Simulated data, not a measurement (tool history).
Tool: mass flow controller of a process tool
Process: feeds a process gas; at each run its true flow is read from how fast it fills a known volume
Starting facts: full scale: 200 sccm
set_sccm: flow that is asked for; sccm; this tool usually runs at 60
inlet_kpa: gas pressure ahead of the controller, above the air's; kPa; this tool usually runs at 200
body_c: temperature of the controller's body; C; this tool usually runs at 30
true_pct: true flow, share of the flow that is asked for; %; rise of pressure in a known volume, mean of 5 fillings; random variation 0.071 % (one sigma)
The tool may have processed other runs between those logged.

Run 1, day 0.000: usual settings. Result: true_pct 101.37 %.
Run 2, day 6.408: usual settings. Result: true_pct 101.47 %.
Run 3, day 14.496: usual settings but inlet_kpa 258 kPa. Result: true_pct 101.00 %.
Run 4, day 19.296: usual settings but body_c 29 C. Result: true_pct 101.47 %.
Run 5, day 26.367: usual settings. Result: true_pct 101.49 %.
Run 6, day 32.158: usual settings. Result: true_pct 101.56 %.
Run 7, day 41.304: usual settings. Result: true_pct 101.63 %.
Run 8, day 46.175: usual settings but inlet_kpa 166 kPa. Result: true_pct 101.89 %.
Run 9, day 54.742: usual settings but inlet_kpa 166 kPa. Result: true_pct 101.88 %.
Run 10, day 61.850: usual settings but set_sccm 59 sccm. Result: true_pct 101.68 %.
Run 11, day 67.162: usual settings but set_sccm 40 sccm. Result: true_pct 102.21 %.
Run 12, day 73.808: usual settings but set_sccm 40 sccm. Result: true_pct 102.17 %.
Run 13, day 78.354: usual settings but set_sccm 40 sccm. Result: true_pct 102.39 %.
Run 14, day 85.942: usual settings but set_sccm 40 sccm. Result: true_pct 102.16 %.
Run 15, day 93.283: usual settings but set_sccm 131 sccm, inlet_kpa 162 kPa, body_c 33 C. Result: true_pct 101.94 %.
Run 16, day 103.817: usual settings but set_sccm 131 sccm, inlet_kpa 162 kPa, body_c 33 C. Result: true_pct 102.07 %.
Run 17, day 108.421: usual settings but inlet_kpa 269 kPa. Result: true_pct 101.51 %.
Run 18, day 115.696: usual settings but set_sccm 39 sccm, inlet_kpa 268 kPa. Result: true_pct 102.00 %.
Run 19, day 125.171: usual settings but set_sccm 39 sccm, inlet_kpa 268 kPa. Result: true_pct 102.15 %.
Run 20, day 131.588: usual settings but set_sccm 39 sccm, inlet_kpa 268 kPa. Result: true_pct 102.15 %.
Run 21, day 138.700: usual settings but set_sccm 125 sccm, inlet_kpa 216 kPa. Result: true_pct 101.70 %.
Run 22, day 143.392: usual settings but set_sccm 188 sccm, body_c 39 C. Result: true_pct 102.14 %.
Run 23, day 154.079: usual settings but set_sccm 138 sccm, inlet_kpa 273 kPa, body_c 22 C. Result: true_pct 101.09 %.
Run 24, day 159.138: usual settings but set_sccm 38 sccm, inlet_kpa 196 kPa, body_c 34 C. Result: true_pct 102.94 %.
Run 25, day 165.467: usual settings but set_sccm 38 sccm, inlet_kpa 196 kPa, body_c 34 C. Result: true_pct 102.86 %.
Run 26, day 174.354: usual settings but set_sccm 24 sccm, inlet_kpa 202 kPa, body_c 33 C. Result: true_pct 103.82 %.
Run 27, day 182.533: usual settings but set_sccm 61 sccm, inlet_kpa 159 kPa, body_c 20 C. Result: true_pct 102.48 %.

Alternative continuations, all from the tool just after run 27; predict every row:
Run A, day 192.683: usual settings but set_sccm 34 sccm, inlet_kpa 171 kPa, body_c 32 C. Result: true_pct ?.
Run B, day 192.683: usual settings but set_sccm 45 sccm, inlet_kpa 159 kPa, body_c 20 C. Result: true_pct ?.
Run C, day 192.683: usual settings but set_sccm 44 sccm, inlet_kpa 183 kPa, body_c 22 C. Result: true_pct ?.
Run D, day 192.683: usual settings but set_sccm 61 sccm, inlet_kpa 159 kPa, body_c 23 C. Result: true_pct ?.
Run E, day 192.683: usual settings but set_sccm 61 sccm, inlet_kpa 274 kPa, body_c 20 C. Result: true_pct ?.

run  true_pct
  A    103.49
  B    102.83
  C    102.70
  D    102.58
  E    101.54
Had the tool no hidden state, the same runs would have come out as:
run  true_pct
  A     99.56
  B     99.44
  C     99.28
  D     99.64
  E     98.61
